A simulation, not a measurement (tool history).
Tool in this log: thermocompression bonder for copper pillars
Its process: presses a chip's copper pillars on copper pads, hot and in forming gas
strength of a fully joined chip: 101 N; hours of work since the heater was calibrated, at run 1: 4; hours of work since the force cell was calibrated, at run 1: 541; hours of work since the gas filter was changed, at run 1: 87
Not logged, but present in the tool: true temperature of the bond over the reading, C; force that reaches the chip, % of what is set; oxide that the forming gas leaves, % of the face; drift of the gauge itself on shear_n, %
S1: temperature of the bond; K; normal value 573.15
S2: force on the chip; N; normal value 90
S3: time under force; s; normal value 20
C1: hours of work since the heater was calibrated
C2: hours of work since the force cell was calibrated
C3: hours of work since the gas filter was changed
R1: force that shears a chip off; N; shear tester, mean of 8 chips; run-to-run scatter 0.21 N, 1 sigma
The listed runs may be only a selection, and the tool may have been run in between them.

{"run": 1, "hour": 0.0, "S1": 573.15, "S2": 90, "S3": 20, "C1": 4, "C2": 541, "C3": 87, "R1": 74.5}
{"run": 2, "hour": 35.5, "S1": 573.15, "S2": 90, "S3": 20, "C1": 32, "C2": 569, "C3": 115, "R1": 74.3}
{"run": 3, "hour": 69.5, "S1": 573.15, "S2": 90, "S3": 20, "C1": 59, "C2": 596, "C3": 141, "R1": 74.8}
{"hour": 103.2, "done": "forming gas filter changed"}
{"run": 4, "hour": 107.2, "S1": 573.15, "S2": 90, "S3": 20, "C1": 88, "C2": 626, "C3": 3, "R1": 75}
{"run": 5, "hour": 154.9, "S1": 573.15, "S2": 90, "S3": 20, "C1": 126, "C2": 663, "C3": 41, "R1": 74.8}
{"run": 6, "hour": 201.0, "S1": 573.15, "S2": 90, "S3": 20, "C1": 162, "C2": 700, "C3": 77, "R1": 74.7}
{"run": 7, "hour": 237.9, "S1": 573.15, "S2": 90, "S3": 20, "C1": 192, "C2": 729, "C3": 107, "R1": 74.6}
{"run": 8, "hour": 276.7, "S1": 573.15, "S2": 90, "S3": 20, "C1": 222, "C2": 760, "C3": 137, "R1": 74.9}
{"hour": 313.5, "done": "forming gas filter changed"}
{"run": 9, "hour": 315.1, "S1": 573.15, "S2": 90, "S3": 20, "C1": 252, "C2": 790, "C3": 1, "R1": 74.6}
{"run": 10, "hour": 368.6, "S1": 573.15, "S2": 90, "S3": 18, "C1": 294, "C2": 832, "C3": 44, "R1": 72.9}
{"run": 11, "hour": 423.8, "S1": 571.15, "S2": 90, "S3": 20, "C1": 338, "C2": 875, "C3": 87, "R1": 73.7}
{"run": 12, "hour": 466.8, "S1": 571.15, "S2": 90, "S3": 20, "C1": 372, "C2": 909, "C3": 121, "R1": 73.9}
{"run": 13, "hour": 503.2, "S1": 573.15, "S2": 135, "S3": 20, "C1": 401, "C2": 938, "C3": 150, "R1": 87.3}
{"hour": 526.2, "done": "forming gas filter changed"}
{"run": 14, "hour": 538.0, "S1": 573.15, "S2": 135, "S3": 20, "C1": 428, "C2": 965, "C3": 9, "R1": 87.4}
{"run": 15, "hour": 579.1, "S1": 573.15, "S2": 135, "S3": 20, "C1": 461, "C2": 998, "C3": 42, "R1": 87.4}
{"run": 16, "hour": 623.7, "S1": 559.15, "S2": 90, "S3": 20, "C1": 496, "C2": 1033, "C3": 77, "R1": 65.6}
{"run": 17, "hour": 664.5, "S1": 559.15, "S2": 90, "S3": 20, "C1": 528, "C2": 1065, "C3": 109, "R1": 65.5}
{"run": 18, "hour": 705.4, "S1": 559.15, "S2": 90, "S3": 20, "C1": 560, "C2": 1098, "C3": 142, "R1": 65.5}
{"hour": 741.6, "done": "forming gas filter changed"}
{"run": 19, "hour": 751.4, "S1": 559.15, "S2": 90, "S3": 20, "C1": 596, "C2": 1134, "C3": 8, "R1": 65.7}
{"run": 20, "hour": 793.5, "S1": 599.15, "S2": 57, "S3": 16, "C1": 630, "C2": 1167, "C3": 41, "R1": 70.1}
{"run": 21, "hour": 832.3, "S1": 573.15, "S2": 73, "S3": 43, "C1": 660, "C2": 1198, "C3": 72, "R1": 80.7}
{"run": 22, "hour": 896.3, "S1": 573.15, "S2": 73, "S3": 43, "C1": 711, "C2": 1248, "C3": 122, "R1": 80.6}
{"hour": 953.6, "done": "forming gas filter changed"}
{"run": 23, "hour": 959.9, "S1": 561.15, "S2": 84, "S3": 17, "C1": 761, "C2": 1298, "C3": 5, "R1": 61.6}
{"hour": 983.9, "done": "force cell calibrated"}
{"run": 24, "hour": 1010.5, "S1": 561.15, "S2": 84, "S3": 17, "C1": 800, "C2": 21, "C3": 44, "R1": 61.5}
{"run": 25, "hour": 1076.9, "S1": 561.15, "S2": 84, "S3": 17, "C1": 852, "C2": 74, "C3": 96, "R1": 61.5}
{"run": 26, "hour": 1130.1, "S1": 561.15, "S2": 84, "S3": 17, "C1": 894, "C2": 116, "C3": 138, "R1": 61.7}
{"hour": 1168.1, "done": "forming gas filter changed"}
{"run": 27, "hour": 1170.5, "S1": 568.15, "S2": 76, "S3": 17, "C1": 926, "C2": 147, "C3": 2, "R1": 62.5}
{"run": 28, "hour": 1227.3, "S1": 579.15, "S2": 67, "S3": 17, "C1": 971, "C2": 192, "C3": 47, "R1": 65}
{"run": 29, "hour": 1260.7, "S1": 579.15, "S2": 67, "S3": 17, "C1": 997, "C2": 218, "C3": 73, "R1": 64.8}
{"run": 30, "hour": 1288.5, "S1": 570.15, "S2": 90, "S3": 37, "C1": 1019, "C2": 240, "C3": 95, "R1": 82.9}
{"run": 31, "hour": 1340.8, "S1": 576.15, "S2": 90, "S3": 10, "C1": 1060, "C2": 282, "C3": 137, "R1": 63.9}
{"hour": 1377.9, "done": "forming gas filter changed"}
{"run": 32, "hour": 1398.6, "S1": 576.15, "S2": 90, "S3": 10, "C1": 1106, "C2": 327, "C3": 16, "R1": 64.3}
{"run": 33, "hour": 1426.7, "S1": 571.15, "S2": 90, "S3": 39, "C1": 1128, "C2": 349, "C3": 39, "R1": 84.6}
{"run": 34, "hour": 1480.7, "S1": 560.15, "S2": 74, "S3": 50, "C1": 1171, "C2": 392, "C3": 81, "R1": 75.9}
{"run": 35, "hour": 1535.8, "S1": 573.15, "S2": 90, "S3": 47, "C1": 1214, "C2": 436, "C3": 125, "R1": 87.7}
{"hour": 1590.5, "done": "forming gas filter changed"}
{"run": 36, "hour": 1604.0, "S1": 567.15, "S2": 90, "S3": 40, "C1": 1268, "C2": 489, "C3": 11, "R1": 82.5}
{"run": 37, "hour": 1642.4, "S1": 564.15, "S2": 90, "S3": 10, "C1": 1298, "C2": 519, "C3": 41, "R1": 56.3}
{"run": 38, "hour": 1673.2, "S1": 572.15, "S2": 90, "S3": 20, "C1": 1322, "C2": 544, "C3": 65, "R1": 74}

Branching from run 38: 4 alternative next runs. What would each branch give?
{"run": "A", "hour": 1711.6, "S1": 560.15, "S2": 76, "S3": 52, "C1": 1353, "C2": 574, "C3": 96, "R1": "?"}
{"run": "B", "hour": 1711.6, "S1": 577.15, "S2": 69, "S3": 26, "C1": 1353, "C2": 574, "C3": 96, "R1": "?"}
{"run": "C", "hour": 1711.6, "S1": 581.15, "S2": 134, "S3": 15, "C1": 1353, "C2": 574, "C3": 96, "R1": "?"}
{"run": "D", "hour": 1711.6, "S1": 555.15, "S2": 84, "S3": 17, "C1": 1353, "C2": 574, "C3": 96, "R1": "?"}

run=A R1=77.5
run=B R1=72.8
run=C R1=87.1
run=D R1=57.7
With the hidden condition removed and each run's random variation left untouched, the same runs would have given:
run=A R1=77.5
run=B R1=72.7
run=C R1=87.1
run=D R1=57.7

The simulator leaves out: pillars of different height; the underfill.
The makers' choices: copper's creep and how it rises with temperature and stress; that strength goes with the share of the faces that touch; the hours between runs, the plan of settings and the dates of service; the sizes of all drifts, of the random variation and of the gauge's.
